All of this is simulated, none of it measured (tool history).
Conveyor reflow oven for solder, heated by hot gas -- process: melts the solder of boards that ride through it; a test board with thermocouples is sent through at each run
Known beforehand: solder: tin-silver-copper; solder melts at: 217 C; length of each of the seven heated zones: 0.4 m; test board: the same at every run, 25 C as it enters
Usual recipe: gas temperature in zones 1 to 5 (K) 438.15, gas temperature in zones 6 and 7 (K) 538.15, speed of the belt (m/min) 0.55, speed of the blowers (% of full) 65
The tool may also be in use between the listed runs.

run	hour	gas temperature in zones 1 to 5 (K)	gas temperature in zones 6 and 7 (K)	speed of the belt (m/min)	speed of the blowers (% of full)	highest temperature of the board (K)	time above the solder's melting point (s)
1	0	438.15	538.15	0.55	65	520.55	59
2	23	438.15	538.15	0.55	65	519.65	59
3	63.8	438.15	538.15	0.55	65	520.05	59.3
4	96.7	438.15	538.15	0.543	65	519.85	59.3
5	116	438.15	538.15	0.55	65	520.05	58.2
6	139.9	438.15	538.15	0.55	65	519.95	56.7
7	168.4	438.15	538.15	0.55	65	519.95	57.6
8	209.9	438.15	538.15	0.55	65	519.95	57.5
9	245.7	438.15	538.15	0.597	65	517.15	47.7
10	282	438.15	538.15	0.597	65	516.75	47.2
11	318.3	438.15	538.15	0.597	65	516.05	48.7
12	351.6	438.15	538.15	0.597	65	516.65	48.6
13	376.2	438.15	538.15	0.597	65	516.15	48.7
14	407.6	446.15	538.15	0.55	65	520.75	61.2
# hour 417.6: flux residue cleaned out of gas plates and filters
15	432.8	446.15	538.15	0.55	65	523.05	63.9
16	453.3	446.15	538.15	0.55	65	521.45	63.6
17	491.2	446.15	538.15	0.55	65	522.45	64.4
18	532.4	438.15	538.15	0.55	57	519.25	55.8
19	573.1	438.15	538.15	0.55	57	518.45	56.7
20	609.2	438.15	538.15	0.55	57	517.85	55.3
21	643.5	441.15	538.15	0.583	65	519.05	53.8
22	677.2	441.15	528.15	0.583	89	513.95	52
23	695	423.15	526.15	0.464	71	513.75	57.6
24	726.2	430.15	528.15	0.55	65	509.75	42.2

What if the next run were any one of these 4? Each begins from the tool's condition after run 24:
A	760.9	430.15	531.15	0.475	67	?	?
B	760.9	430.15	530.15	0.55	65	?	?
C	760.9	431.15	528.15	0.545	65	?	?
D	760.9	438.15	538.15	0.531	65	?	?

run	highest temperature of the board (K)	time above the solder's melting point (s)
A	516.45	62.9
B	510.85	46.2
C	510.05	44.8
D	520.55	61.5
Without the tool's unlogged condition, the same runs would have read:
run	highest temperature of the board (K)	time above the solder's melting point (s)
A	519.65	66.1
B	514.05	50
C	513.25	48.8
D	523.75	64

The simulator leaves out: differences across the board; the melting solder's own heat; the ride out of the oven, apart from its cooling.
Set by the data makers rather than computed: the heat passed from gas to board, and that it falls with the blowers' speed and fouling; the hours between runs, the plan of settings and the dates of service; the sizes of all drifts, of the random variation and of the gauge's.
